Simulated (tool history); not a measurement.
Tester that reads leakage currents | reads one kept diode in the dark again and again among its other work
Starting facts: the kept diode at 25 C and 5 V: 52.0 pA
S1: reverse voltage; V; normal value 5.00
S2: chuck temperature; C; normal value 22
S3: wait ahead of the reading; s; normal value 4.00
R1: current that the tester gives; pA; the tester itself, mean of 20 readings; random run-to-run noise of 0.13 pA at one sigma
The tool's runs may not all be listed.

run      day    S1  S2    S3      R1
  1    0.000  5.00  22  4.00   39.65
  2    6.225  5.00  22  4.00   39.70
  3   10.333  5.00  20  4.00   32.95
  4   18.354  5.00  20  4.00   32.86
  5   26.108  5.00  22  4.00   39.53
  6   33.954  5.00  22  4.00   39.69
      40.292  -- chuck's temperature calibrated
  7   42.071  5.00  22  4.00   39.76
  8   46.104  5.00  22  4.00   39.81
  9   52.779  5.00  22  4.00   39.74
 10   56.667  5.00  22  4.00   39.56
 11   60.625  5.00  22  4.00   39.58
 12   64.075  3.16  25  4.19   41.39
      66.792  -- probe card cleaned and baked
 13   69.771  5.00  22  0.85   41.45
 14   77.871  5.00  22  0.85   41.45
 15   85.879  5.00  22  0.85   41.51
 16   93.425  5.00  22  0.85   41.49
 17   98.938  9.37  39  4.00  252.79
 18  106.575  9.37  39  4.00  251.37
     111.979  -- tester calibrated
 19  115.179  7.71  39  4.00  227.65
 20  119.675  7.71  39  4.00  227.83
 21  126.092  5.00  22  1.78   40.34
 22  132.571  3.68  22  4.00   34.00

3 options for the next run, each taken on its own from the tool as it stands now. Forecast them:
  A  136.246   9.98  23  4.00   ?
  B  136.246  14.40  22  4.00   ?
  C  136.246   1.76  22  4.00   ?

run     R1
  A  62.28
  B  68.74
  C  23.25
Had the tool no hidden state, the same runs would have come out as:
run     R1
  A  62.28
  B  68.74
  C  23.26
